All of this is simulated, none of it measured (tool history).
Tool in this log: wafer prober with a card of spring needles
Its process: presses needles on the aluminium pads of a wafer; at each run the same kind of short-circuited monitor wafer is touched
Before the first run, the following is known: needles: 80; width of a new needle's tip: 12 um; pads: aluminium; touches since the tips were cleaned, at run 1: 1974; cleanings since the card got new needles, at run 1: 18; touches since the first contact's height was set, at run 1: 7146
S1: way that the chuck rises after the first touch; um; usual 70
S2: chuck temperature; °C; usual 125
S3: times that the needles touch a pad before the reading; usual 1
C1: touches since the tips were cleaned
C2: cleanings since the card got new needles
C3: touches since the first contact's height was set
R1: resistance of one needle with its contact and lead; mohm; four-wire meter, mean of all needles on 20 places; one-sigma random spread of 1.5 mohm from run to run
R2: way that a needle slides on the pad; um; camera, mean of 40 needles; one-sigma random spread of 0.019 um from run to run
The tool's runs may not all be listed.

run	hour	S1	S2	S3	C1	C2	C3	R1	R2
1	0	70	125	1	1974	18	7146	144	14.31
# hour 15.2: tips cleaned on abrasive film
2	23.2	70	125	1	3246	19	16520	147	14.27
# hour 35.5: tips cleaned on abrasive film
# hour 53.3: tips cleaned on abrasive film
3	53.3	52	125	1	0	21	28623	147	10.61
# hour 72.7: tips cleaned on abrasive film
# hour 91.3: tips cleaned on abrasive film
4	95.7	52	125	1	1771	23	45710	150	10.61
# hour 110.4: tips cleaned on abrasive film
# hour 128.5: tips cleaned on abrasive film
5	130.8	70	125	1	912	25	59829	145	14.28
# hour 146.7: tips cleaned on abrasive film
# hour 153.1: height of the first contact set anew
# hour 165.1: tips cleaned on abrasive film
6	168	70	125	1	1143	27	5985	147	14.28
# hour 184.3: tips cleaned on abrasive film
7	192.6	70	125	1	3348	28	15934	143	14.24
# hour 203.3: tips cleaned on abrasive film
# hour 220.9: tips cleaned on abrasive film
# hour 240.4: tips cleaned on abrasive film
8	244.6	83	125	1	1713	31	36885	143	16.9
# hour 261.5: tips cleaned on abrasive film
9	270.4	83	125	1	3616	32	47297	144	16.9
# hour 280.1: tips cleaned on abrasive film
10	295.9	83	34	1	6398	33	57568	126	16.94
# hour 300.2: tips cleaned on abrasive film
# hour 318: tips cleaned on abrasive film
11	318	83	34	1	0	35	66443	130	16.91
# hour 325.8: height of the first contact set anew
# hour 338.6: tips cleaned on abrasive film
12	350.6	52	34	1	4862	36	10033	133	10.62
# hour 358.7: tips cleaned on abrasive film
13	374	62	125	1	6188	37	19444	149	12.63
# hour 376.8: tips cleaned on abrasive film
# hour 397.9: tips cleaned on abrasive film
14	404.4	62	56	1	2621	39	31686	137	12.66
# hour 418.7: tips cleaned on abrasive film
15	434.2	62	56	1	6250	40	43709	138	12.65
# hour 438.5: tips cleaned on abrasive film
# hour 458.1: tips cleaned on abrasive film
# hour 476.1: tips cleaned on abrasive film
16	485.6	87	125	1	3862	43	64425	141	17.7
# hour 494.2: tips cleaned on abrasive film
# hour 497.5: height of the first contact set anew
# hour 513.3: tips cleaned on abrasive film
# hour 531.2: tips cleaned on abrasive film
17	531.2	63	37	1	0	46	13567	129	12.87
# hour 549.9: tips cleaned on abrasive film
18	558.1	76	28	1	3297	47	24422	129	15.5
# hour 569.1: tips cleaned on abrasive film
# hour 588.1: tips cleaned on abrasive film
19	601.8	68	125	1	5555	49	42054	145	13.88
# hour 605.6: tips cleaned on abrasive film
# hour 625: tips cleaned on abrasive film
20	641.4	70	26	1	6640	51	58035	130	14.27
# hour 644.2: tips cleaned on abrasive film
# hour 661.6: tips cleaned on abrasive film
# hour 667.5: height of the first contact set anew
21	672.7	57	43	3	4379	53	2110	134	11.6
# hour 681.7: tips cleaned on abrasive film
22	697.5	57	43	3	6411	54	12110	136	11.61
# hour 701.3: tips cleaned on abrasive film
# hour 721.1: tips cleaned on abrasive film
# hour 738.4: tips cleaned on abrasive film
23	738.4	57	85	1	0	57	28543	141	11.61
# hour 757.6: tips cleaned on abrasive film
24	764.6	89	52	1	2858	58	39148	131	18.16
# hour 774.9: tips cleaned on abrasive film
# hour 792.1: tips cleaned on abrasive film
25	799.1	70	125	1	2844	60	53022	143	14.28
# hour 809.3: tips cleaned on abrasive film
# hour 827.2: tips cleaned on abrasive film
# hour 837.5: height of the first contact set anew
26	837.8	70	122	1	4159	62	117	143	14.28
# hour 846: tips cleaned on abrasive film
# hour 865.8: tips cleaned on abrasive film
27	876.3	79	125	2	4228	64	15616	143	16.07
# hour 884: tips cleaned on abrasive film
# hour 902.2: tips cleaned on abrasive film
# hour 920.4: tips cleaned on abrasive film
28	924	79	125	2	1459	67	34820	141	16.13
# hour 938.2: tips cleaned on abrasive film
# hour 956.1: tips cleaned on abrasive film
29	958.4	58	88	3	907	69	48670	141	11.85
# hour 976: tips cleaned on abrasive film
30	988.6	58	88	3	5086	70	60874	142	11.82

What does the tool deliver on the next run?
# hour 996.6: tips cleaned on abrasive film
# hour 1009: height of the first contact set anew
# hour 1015.6: tips cleaned on abrasive film
# hour 1035.3: tips cleaned on abrasive film
31	1038.2	58	88	3	1186	73	11731	?	?

R1: 141 mohm
R2: 11.85 um
The same run, on a tool lacking any hidden state, would have yielded R1 140 mohm, R2 11.85 um.
